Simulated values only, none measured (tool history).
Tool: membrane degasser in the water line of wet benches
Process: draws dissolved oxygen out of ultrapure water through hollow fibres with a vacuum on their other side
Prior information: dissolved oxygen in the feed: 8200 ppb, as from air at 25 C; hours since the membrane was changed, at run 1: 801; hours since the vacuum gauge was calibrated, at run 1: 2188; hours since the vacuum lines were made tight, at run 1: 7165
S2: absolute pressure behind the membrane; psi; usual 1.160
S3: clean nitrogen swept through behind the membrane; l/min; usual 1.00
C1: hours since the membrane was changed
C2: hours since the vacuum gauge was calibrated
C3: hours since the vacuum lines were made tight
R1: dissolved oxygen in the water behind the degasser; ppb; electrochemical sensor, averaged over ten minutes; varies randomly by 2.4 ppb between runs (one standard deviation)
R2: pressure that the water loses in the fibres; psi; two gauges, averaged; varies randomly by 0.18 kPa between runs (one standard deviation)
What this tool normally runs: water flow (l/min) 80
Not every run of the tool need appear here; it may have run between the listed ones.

{"run": 1, "day": 0.0, "water flow (l/min)": 80, "S2": 1.16, "S3": 1.0, "C1": 801, "C2": 2188, "C3": 7165, "R1": 632.6, "R2": 4.827}
{"run": 2, "day": 5.388, "water flow (l/min)": 80, "S2": 1.16, "S3": 1.0, "C1": 930, "C2": 2317, "C3": 7294, "R1": 635.3, "R2": 4.807}
{"run": 3, "day": 13.675, "water flow (l/min)": 80, "S2": 1.16, "S3": 1.0, "C1": 1129, "C2": 2516, "C3": 7493, "R1": 637.2, "R2": 4.892}
{"run": 4, "day": 23.954, "water flow (l/min)": 80, "S2": 1.16, "S3": 1.0, "C1": 1375, "C2": 2763, "C3": 7740, "R1": 634.1, "R2": 4.844}
{"run": 5, "day": 32.579, "water flow (l/min)": 80, "S2": 1.16, "S3": 1.0, "C1": 1582, "C2": 2970, "C3": 7947, "R1": 633.7, "R2": 4.802}
{"run": 6, "day": 38.196, "water flow (l/min)": 80, "S2": 1.16, "S3": 1.0, "C1": 1717, "C2": 3105, "C3": 8082, "R1": 640.1, "R2": 4.907}
{"run": 7, "day": 48.683, "water flow (l/min)": 80, "S2": 1.16, "S3": 0.78, "C1": 1969, "C2": 3356, "C3": 8333, "R1": 741.1, "R2": 4.841}
{"run": 8, "day": 58.162, "water flow (l/min)": 80, "S2": 1.16, "S3": 0.78, "C1": 2196, "C2": 3584, "C3": 8561, "R1": 738.1, "R2": 4.875}
{"run": 9, "day": 66.4, "water flow (l/min)": 80, "S2": 1.16, "S3": 0.78, "C1": 2394, "C2": 3781, "C3": 8758, "R1": 742.3, "R2": 4.862}
{"run": 10, "day": 75.667, "water flow (l/min)": 80, "S2": 1.16, "S3": 0.78, "C1": 2616, "C2": 4004, "C3": 8981, "R1": 743.6, "R2": 4.888}
{"run": 11, "day": 80.475, "water flow (l/min)": 80, "S2": 1.16, "S3": 0.78, "C1": 2732, "C2": 4119, "C3": 9096, "R1": 742.7, "R2": 4.857}
{"run": 12, "day": 88.867, "water flow (l/min)": 80, "S2": 2.69, "S3": 1.0, "C1": 2933, "C2": 4321, "C3": 9298, "R1": 1758.2, "R2": 4.836}
{"run": 13, "day": 96.433, "water flow (l/min)": 80, "S2": 2.055, "S3": 1.0, "C1": 3115, "C2": 4502, "C3": 9479, "R1": 1324.9, "R2": 4.914}
{"run": 14, "day": 103.512, "water flow (l/min)": 80, "S2": 1.16, "S3": 1.0, "C1": 3285, "C2": 4672, "C3": 9649, "R1": 642.8, "R2": 4.896}
{"run": 15, "day": 108.029, "water flow (l/min)": 80, "S2": 1.16, "S3": 1.0, "C1": 3393, "C2": 4781, "C3": 9758, "R1": 644.1, "R2": 4.863}
{"run": 16, "day": 116.958, "water flow (l/min)": 80, "S2": 1.16, "S3": 1.0, "C1": 3608, "C2": 4995, "C3": 9972, "R1": 645.2, "R2": 4.86}
{"run": 17, "day": 123.479, "water flow (l/min)": 64, "S2": 1.848, "S3": 1.0, "C1": 3764, "C2": 5151, "C3": 10128, "R1": 1011.8, "R2": 3.897}
{"run": 18, "day": 130.15, "water flow (l/min)": 64, "S2": 1.848, "S3": 1.0, "C1": 3924, "C2": 5312, "C3": 10288, "R1": 1016.5, "R2": 3.906}
{"run": 19, "day": 136.425, "water flow (l/min)": 64, "S2": 1.848, "S3": 1.0, "C1": 4075, "C2": 5462, "C3": 10439, "R1": 1018.7, "R2": 3.878}
{"run": 20, "day": 145.871, "water flow (l/min)": 54, "S2": 0.748, "S3": 1.08, "C1": 4301, "C2": 5689, "C3": 10666, "R1": 203.9, "R2": 3.333}
{"run": 21, "day": 153.475, "water flow (l/min)": 80, "S2": 2.509, "S3": 1.63, "C1": 4484, "C2": 5871, "C3": 10848, "R1": 1205.9, "R2": 4.907}
{"run": 22, "day": 160.746, "water flow (l/min)": 74, "S2": 1.772, "S3": 1.0, "C1": 4658, "C2": 6046, "C3": 11023, "R1": 1068.5, "R2": 4.582}
{"day": 163.129, "done": "vacuum gauge calibrated"}
{"run": 23, "day": 170.383, "water flow (l/min)": 74, "S2": 1.772, "S3": 1.0, "C1": 4889, "C2": 174, "C3": 11254, "R1": 1050.1, "R2": 4.588}
{"run": 24, "day": 177.008, "water flow (l/min)": 74, "S2": 2.74, "S3": 1.0, "C1": 5048, "C2": 333, "C3": 11413, "R1": 1692.4, "R2": 4.572}
{"run": 25, "day": 186.275, "water flow (l/min)": 74, "S2": 2.045, "S3": 1.14, "C1": 5271, "C2": 555, "C3": 11635, "R1": 1142.6, "R2": 4.514}
{"run": 26, "day": 194.604, "water flow (l/min)": 106, "S2": 2.045, "S3": 2.92, "C1": 5471, "C2": 755, "C3": 11835, "R1": 812.5, "R2": 6.547}
{"run": 27, "day": 204.738, "water flow (l/min)": 106, "S2": 2.409, "S3": 2.92, "C1": 5714, "C2": 999, "C3": 12078, "R1": 956.9, "R2": 6.532}
{"run": 28, "day": 209.583, "water flow (l/min)": 77, "S2": 1.582, "S3": 0.67, "C1": 5830, "C2": 1115, "C3": 12194, "R1": 1180.1, "R2": 4.74}
{"run": 29, "day": 214.383, "water flow (l/min)": 77, "S2": 1.155, "S3": 1.31, "C1": 5945, "C2": 1230, "C3": 12310, "R1": 505.8, "R2": 4.709}

Each row is a separate what-if for the run after 29, all from the same tool condition, not one after another. Results?
{"run": "A", "day": 222.108, "water flow (l/min)": 67, "S2": 0.906, "S3": 1.31, "C1": 6131, "C2": 1416, "C3": 12495, "R1": "?", "R2": "?"}
{"run": "B", "day": 222.108, "water flow (l/min)": 88, "S2": 2.441, "S3": 1.31, "C1": 6131, "C2": 1416, "C3": 12495, "R1": "?", "R2": "?"}
{"run": "C", "day": 222.108, "water flow (l/min)": 127, "S2": 1.16, "S3": 1.0, "C1": 6131, "C2": 1416, "C3": 12495, "R1": "?", "R2": "?"}
{"run": "D", "day": 222.108, "water flow (l/min)": 68, "S2": 1.266, "S3": 1.31, "C1": 6131, "C2": 1416, "C3": 12495, "R1": "?", "R2": "?"}

run=A R1=300.2 R2=4.112
run=B R1=1434.0 R2=5.390
run=C R1=904.1 R2=7.786
run=D R1=527.7 R2=4.184
Take away the tool's hidden state, keep each run's random variation, and the runs would have read:
run=A R1=296.8 R2=3.999
run=B R1=1432.1 R2=5.240
run=C R1=894.9 R2=7.570
run=D R1=524.7 R2=4.070

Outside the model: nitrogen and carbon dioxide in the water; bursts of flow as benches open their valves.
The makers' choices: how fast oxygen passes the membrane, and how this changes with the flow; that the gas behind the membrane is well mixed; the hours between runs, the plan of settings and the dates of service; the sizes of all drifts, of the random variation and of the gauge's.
